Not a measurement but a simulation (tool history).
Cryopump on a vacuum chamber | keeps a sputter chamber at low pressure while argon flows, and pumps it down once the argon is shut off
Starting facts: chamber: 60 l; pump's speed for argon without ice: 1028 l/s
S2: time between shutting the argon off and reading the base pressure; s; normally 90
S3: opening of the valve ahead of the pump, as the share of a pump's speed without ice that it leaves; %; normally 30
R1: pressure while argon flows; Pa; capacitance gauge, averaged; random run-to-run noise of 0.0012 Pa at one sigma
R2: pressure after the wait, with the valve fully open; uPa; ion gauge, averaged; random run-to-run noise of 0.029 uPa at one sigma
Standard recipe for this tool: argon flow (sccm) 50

run 1 day=0.000 | argon_flow_(sccm)=50 S2=90 S3=30 | R1=0.2948 R2=2.40
run 2 day=0.588 | argon_flow_(sccm)=50 S2=90 S3=57 | R1=0.1648 R2=2.54
run 3 day=1.371 | argon_flow_(sccm)=76 S2=90 S3=30 | R1=0.4490 R2=2.45
run 4 day=2.021 | argon_flow_(sccm)=76 S2=21 S3=30 | R1=0.4498 R2=6.09
run 5 day=2.729 | argon_flow_(sccm)=76 S2=21 S3=30 | R1=0.4522 R2=6.31
run 6 day=3.212 | argon_flow_(sccm)=76 S2=21 S3=30 | R1=0.4522 R2=6.19
run 7 day=3.875 | argon_flow_(sccm)=76 S2=21 S3=30 | R1=0.4526 R2=6.48
run 8 day=4.529 | argon_flow_(sccm)=76 S2=21 S3=30 | R1=0.4526 R2=6.20
run 9 day=4.896 | argon_flow_(sccm)=50 S2=90 S3=30 | R1=0.2970 R2=2.60
run 10 day=5.708 | argon_flow_(sccm)=50 S2=90 S3=30 | R1=0.2999 R2=2.66
run 11 day=6.129 | argon_flow_(sccm)=50 S2=90 S3=30 | R1=0.2973 R2=2.65
run 12 day=6.488 | argon_flow_(sccm)=21 S2=90 S3=30 | R1=0.1261 R2=2.65
run 13 day=7.283 | argon_flow_(sccm)=21 S2=90 S3=16 | R1=0.2276 R2=2.69
run 14 day=7.721 | argon_flow_(sccm)=59 S2=90 S3=30 | R1=0.3578 R2=2.70
run 15 day=8.258 | argon_flow_(sccm)=31 S2=90 S3=30 | R1=0.1858 R2=2.67
run 16 day=8.633 | argon_flow_(sccm)=31 S2=90 S3=30 | R1=0.1882 R2=2.80
run 17 day=9.254 | argon_flow_(sccm)=20 S2=45 S3=30 | R1=0.1204 R2=3.93
run 18 day=9.900 | argon_flow_(sccm)=93 S2=57 S3=30 | R1=0.5577 R2=3.45
run 19 day=10.350 | argon_flow_(sccm)=71 S2=119 S3=24 | R1=0.5278 R2=2.57
run 20 day=10.892 | argon_flow_(sccm)=71 S2=119 S3=24 | R1=0.5258 R2=2.60
run 21 day=11.496 | argon_flow_(sccm)=80 S2=39 S3=24 | R1=0.5953 R2=4.41
run 22 day=11.862 | argon_flow_(sccm)=52 S2=90 S3=30 | R1=0.3157 R2=2.94
run 23 day=12.462 | argon_flow_(sccm)=52 S2=90 S3=30 | R1=0.3148 R2=3.00
run 24 day=13.183 | argon_flow_(sccm)=52 S2=90 S3=30 | R1=0.3179 R2=2.94
run 25 day=13.729 | argon_flow_(sccm)=68 S2=207 S3=30 | R1=0.4149 R2=2.34
run 26 day=14.362 | argon_flow_(sccm)=34 S2=272 S3=17 | R1=0.3533 R2=2.31
run 27 day=14.750 | argon_flow_(sccm)=34 S2=272 S3=17 | R1=0.3512 R2=2.40
run 28 day=15.212 | argon_flow_(sccm)=32 S2=86 S3=28 | R1=0.2091 R2=3.06
run 29 day=15.738 | argon_flow_(sccm)=39 S2=78 S3=30 | R1=0.2403 R2=3.27
run 30 day=16.242 | argon_flow_(sccm)=50 S2=51 S3=30 | R1=0.3084 R2=3.94
run 31 day=17.033 | argon_flow_(sccm)=50 S2=51 S3=30 | R1=0.3081 R2=4.09
run 32 day=17.425 | argon_flow_(sccm)=21 S2=146 S3=18 | R1=0.2060 R2=2.72

Alternative continuations, all from the tool just after run 32; predict every row:
run A day=17.812 | argon_flow_(sccm)=82 S2=205 S3=40 | R1=? R2=?
run B day=17.812 | argon_flow_(sccm)=38 S2=108 S3=16 | R1=? R2=?
run C day=17.812 | argon_flow_(sccm)=21 S2=146 S3=17 | R1=? R2=?
run D day=17.812 | argon_flow_(sccm)=84 S2=155 S3=30 | R1=? R2=?
run E day=17.812 | argon_flow_(sccm)=50 S2=20 S3=30 | R1=? R2=?

run=A R1=0.3945 R2=2.58
run=B R1=0.4166 R2=2.92
run=C R1=0.2199 R2=2.85
run=D R1=0.5233 R2=2.61
run=E R1=0.3090 R2=7.00
With the hidden condition removed and each run's random variation left untouched, the same runs would have given:
run=A R1=0.3354 R2=0.80
run=B R1=0.3891 R2=1.17
run=C R1=0.2046 R2=1.02
run=D R1=0.4622 R2=0.87
run=E R1=0.2729 R2=5.24

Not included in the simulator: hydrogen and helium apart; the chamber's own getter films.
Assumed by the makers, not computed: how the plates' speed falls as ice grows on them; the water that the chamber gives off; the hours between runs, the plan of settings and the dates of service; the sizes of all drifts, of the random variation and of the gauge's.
